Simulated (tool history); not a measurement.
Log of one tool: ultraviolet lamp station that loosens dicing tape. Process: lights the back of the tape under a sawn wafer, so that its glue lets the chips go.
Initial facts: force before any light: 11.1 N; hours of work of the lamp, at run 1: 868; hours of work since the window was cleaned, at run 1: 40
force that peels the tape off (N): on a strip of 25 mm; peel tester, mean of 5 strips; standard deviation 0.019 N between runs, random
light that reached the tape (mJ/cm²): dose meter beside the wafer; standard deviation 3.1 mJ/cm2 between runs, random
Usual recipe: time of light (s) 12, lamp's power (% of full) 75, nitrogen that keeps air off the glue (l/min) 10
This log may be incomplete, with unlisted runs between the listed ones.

run	hour	time of light (s)	lamp's power (% of full)	nitrogen that keeps air off the glue (l/min)	hours of work of the lamp	hours of work since the window was cleaned	force that peels the tape off (N)	light that reached the tape (mJ/cm²)
1	0	12	75	10	868	40	2.155	310
2	14.3	12	75	10	878	51	2.236	309
3	29.3	12	75	10	889	62	2.258	300
4	47.5	12	75	10	903	75	2.282	300
5	59.6	12	75	10	912	84	2.363	295
6	87.1	12	75	10	932	105	2.349	293
7	103.1	12	75	10	944	116	2.385	288
8	129.4	12	75	10	963	136	2.509	282
9	153.9	12	75	10	982	154	2.468	274
10	174.9	14	75	10	997	170	2.118	325
11	201.1	16	75	10	1017	189	1.658	364
12	228.4	16	75	10	1037	209	1.708	359
13	257.2	12	75	14	1058	230	2.364	262
14	273.4	12	72	10	1070	242	2.91	246
15	298.8	12	72	10	1089	261	3.014	241
# hour 314.1: lamp changed
16	326.7	12	75	12	9	281	0.971	434
17	346.7	14	95	10	24	296	0.419	638
18	371.4	13	75	18	42	314	0.66	466
19	383.4	13	75	18	51	323	0.673	460
20	397.8	12	65	4	62	334	2.783	366
21	420.1	20	61	13	78	350	0.484	560
22	437.4	12	79	10	91	363	1.147	439
23	453.6	12	79	10	103	375	1.243	434
24	471.5	15	83	6	116	388	0.969	561

Each row is a separate what-if for the run after 24, all from the same tool condition, not one after another. Results?
A	490.5	11	61	19	130	402	?	?
B	490.5	23	83	6	130	402	?	?
C	490.5	10	61	3	130	402	?	?

run	force that peels the tape off (N)	light that reached the tape (mJ/cm²)
A	1.653	304
B	0.317	858
C	4.244	274
Had the tool no hidden state, the same runs would have come out as:
run	force that peels the tape off (N)	light that reached the tape (mJ/cm²)
A	1.188	358
B	0.195	1011
C	3.597	323
